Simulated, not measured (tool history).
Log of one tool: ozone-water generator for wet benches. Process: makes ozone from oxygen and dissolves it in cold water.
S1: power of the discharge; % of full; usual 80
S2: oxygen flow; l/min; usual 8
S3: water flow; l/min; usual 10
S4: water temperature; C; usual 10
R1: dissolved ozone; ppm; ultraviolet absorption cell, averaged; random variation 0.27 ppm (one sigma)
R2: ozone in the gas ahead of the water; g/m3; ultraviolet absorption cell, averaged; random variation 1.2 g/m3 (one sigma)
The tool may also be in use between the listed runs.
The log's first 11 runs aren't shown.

run 12 day=19.367 | S1=89 S2=9.48 S3=10 S4=17 | R1=38.3 R2=233.2
run 13 day=20.729 | S1=80 S2=8 S3=11 S4=10 | R1=38.3 R2=228.3
run 14 day=22.017 | S1=80 S2=8 S3=10 S4=10 | R1=41.8 R2=227.2
run 15 day=23.496 | S1=80 S2=8 S3=10 S4=10 | R1=41.5 R2=228.7
run 16 day=25.746 | S1=80 S2=8 S3=10 S4=10 | R1=40.9 R2=227.6
run 17 day=26.817 | S1=80 S2=8 S3=7 S4=10 | R1=52.8 R2=230.4
-- day=28.588 contactor cleaned
run 18 day=28.858 | S1=97 S2=8 S3=10 S4=10 | R1=49.3 R2=269.5
run 19 day=30.95 | S1=92 S2=7.82 S3=10 S4=5 | R1=52.3 R2=262.3
run 20 day=32.958 | S1=80 S2=8 S3=8 S4=10 | R1=48.6 R2=229
run 21 day=34.008 | S1=55 S2=4.59 S3=8 S4=10 | R1=36.6 R2=208.6
run 22 day=35.362 | S1=100 S2=4.59 S3=14 S4=10 | R1=36.3 R2=347.8
run 23 day=37.054 | S1=100 S2=11.5 S3=7 S4=6 | R1=66.7 R2=236.5
run 24 day=39.025 | S1=100 S2=11.5 S3=7 S4=6 | R1=66.5 R2=238.4
run 25 day=41.15 | S1=66 S2=10.02 S3=7 S4=6 | R1=47.4 R2=174.6
run 26 day=42.608 | S1=40 S2=5.65 S3=10 S4=10 | R1=23.1 R2=145.1
run 27 day=44.362 | S1=40 S2=8.27 S3=10 S4=10 | R1=22.7 R2=122.9
run 28 day=45.771 | S1=40 S2=8.27 S3=10 S4=10 | R1=22.8 R2=123.6
run 29 day=47.4 | S1=49 S2=8.27 S3=12 S4=10 | R1=23.1 R2=146.9
run 30 day=49.575 | S1=49 S2=8.27 S3=12 S4=10 | R1=23.6 R2=147.9

5 ways to go on from here, each from the tool as it stands after run 30. What would each give?
run A day=50.621 | S1=97 S2=8.86 S3=12 S4=11 | R1=? R2=?
run B day=50.621 | S1=55 S2=10.23 S3=12 S4=10 | R1=? R2=?
run C day=50.621 | S1=65 S2=8 S3=10 S4=10 | R1=? R2=?
run D day=50.621 | S1=49 S2=8.27 S3=6 S4=10 | R1=? R2=?
run E day=50.621 | S1=78 S2=8 S3=15 S4=8 | R1=? R2=?

run=A R1=41.3 R2=259.8
run=B R1=25.5 R2=149.7
run=C R1=34.8 R2=189.4
run=D R1=38.1 R2=147.5
run=E R1=29.4 R2=221
Without the tool's hidden state the same runs would have given:
run=A R1=41.3 R2=260
run=B R1=25.5 R2=149.8
run=C R1=34.8 R2=189.5
run=D R1=38.1 R2=147.6
run=E R1=29.5 R2=221.2

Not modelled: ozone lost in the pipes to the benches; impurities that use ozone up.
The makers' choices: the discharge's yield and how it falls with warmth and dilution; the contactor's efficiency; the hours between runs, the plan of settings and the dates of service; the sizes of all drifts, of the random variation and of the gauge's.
